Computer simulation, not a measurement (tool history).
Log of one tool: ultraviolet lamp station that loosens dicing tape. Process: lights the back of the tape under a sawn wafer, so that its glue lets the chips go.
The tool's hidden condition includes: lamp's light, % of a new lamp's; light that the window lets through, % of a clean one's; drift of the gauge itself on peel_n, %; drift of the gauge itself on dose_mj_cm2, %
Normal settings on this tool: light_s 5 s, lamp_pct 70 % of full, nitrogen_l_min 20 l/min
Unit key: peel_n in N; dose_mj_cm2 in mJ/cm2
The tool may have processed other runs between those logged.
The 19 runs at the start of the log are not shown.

| run | hour | light_s | lamp_pct | nitrogen_l_min | hours of work of the lamp | hours of work since the window was cleaned | peel_n | dose_mj_cm2 |
|---|---|---|---|---|---|---|---|---|
| 20 | 449.0 | 3 | 70 | 20 | 497 | 124 | 3.126 | 169 |
| 21 | 479.4 | 5 | 70 | 20 | 510 | 137 | 1.283 | 275 |
| 22 | 502.7 | 5 | 70 | 20 | 520 | 147 | 1.368 | 274 |
| 23 | 518.8 | 5 | 88 | 17 | 527 | 154 | 0.916 | 342 |
| 24 | 534.2 | 5 | 88 | 17 | 534 | 161 | 0.920 | 346 |
| 25 | 548.0 | 5 | 88 | 17 | 540 | 167 | 0.973 | 336 |
| 26 | 574.9 | 9 | 75 | 17 | 552 | 179 | 0.293 | 518 |
| 27 | 590.2 | 9 | 75 | 17 | 559 | 185 | 0.311 | 510 |
| 28 | 618.0 | 5 | 94 | 34 | 571 | 197 | 0.410 | 351 |
| 29 | 646.8 | 5 | 61 | 8 | 583 | 210 | 3.537 | 225 |
| 30 | 674.3 | 4 | 65 | 36 | 595 | 222 | 1.763 | 194 |
| 31 | 690.8 | 2 | 76 | 7 | 602 | 229 | 6.856 | 112 |
| 32 | 713.9 | 3 | 70 | 30 | 612 | 239 | 2.847 | 151 |
| 33 | 737.7 | 5 | 70 | 20 | 623 | 249 | 1.591 | 249 |
| 34 | 760.7 | 5 | 70 | 24 | 633 | 260 | 1.399 | 252 |

Expected results for the next run?
| 35 | 785.9 | 5 | 90 | 9 | 644 | 270 | ? | ? |

For run 35 the tool returned peel_n 1.969 N, dose_mj_cm2 319 mJ/cm2.
With the hidden condition absent and the run-to-run variation left alone, this run would have shown peel_n 0.764 N, dose_mj_cm2 495 mJ/cm2.
